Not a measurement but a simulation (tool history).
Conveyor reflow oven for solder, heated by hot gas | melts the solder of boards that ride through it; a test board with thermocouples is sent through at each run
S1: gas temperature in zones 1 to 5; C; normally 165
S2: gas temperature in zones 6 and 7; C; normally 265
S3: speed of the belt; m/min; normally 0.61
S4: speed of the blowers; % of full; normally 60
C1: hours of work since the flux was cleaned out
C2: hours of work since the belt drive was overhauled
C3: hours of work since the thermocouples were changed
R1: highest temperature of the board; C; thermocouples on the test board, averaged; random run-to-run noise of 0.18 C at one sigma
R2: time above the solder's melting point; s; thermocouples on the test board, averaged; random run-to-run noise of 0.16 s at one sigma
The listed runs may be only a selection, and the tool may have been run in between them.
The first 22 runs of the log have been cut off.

run,hour,S1,S2,S3,S4,C1,C2,C3,R1,R2
23,274.7,173,277,0.61,60,87,72,191,262.1,65.8
24,286.4,169,274,0.502,88,96,80,199,267.4,83.7
25,300.2,165,263,0.646,60,106,90,209,246.5,48.5
26,310.5,155,265,0.67,60,114,98,217,245.1,42.4
27,324.8,174,265,0.583,60,124,108,227,252.5,63.2
28,336.1,179,265,0.676,75,132,117,236,251.6,55.4
29,346.3,165,265,0.703,59,140,124,243,244.9,42.6
30,357.2,165,265,0.703,59,148,132,251,244.4,42.1
31,370.4,165,265,0.703,59,157,142,261,244.3,42

Predict each of these 3 candidate next runs independently; none follows another, all start after run 31:
A,384.3,165,265,0.707,57,167,152,271,?,?
B,384.3,153,269,0.612,59,167,152,271,?,?
C,384.3,165,265,0.716,60,167,152,271,?,?

run,R1,R2
A,243.7,40.9
B,250.9,51.7
C,243.9,40.8
With no hidden state in the tool, these same runs would have given:
run,R1,R2
A,245.6,42.8
B,252.9,53.4
C,245.9,42.6
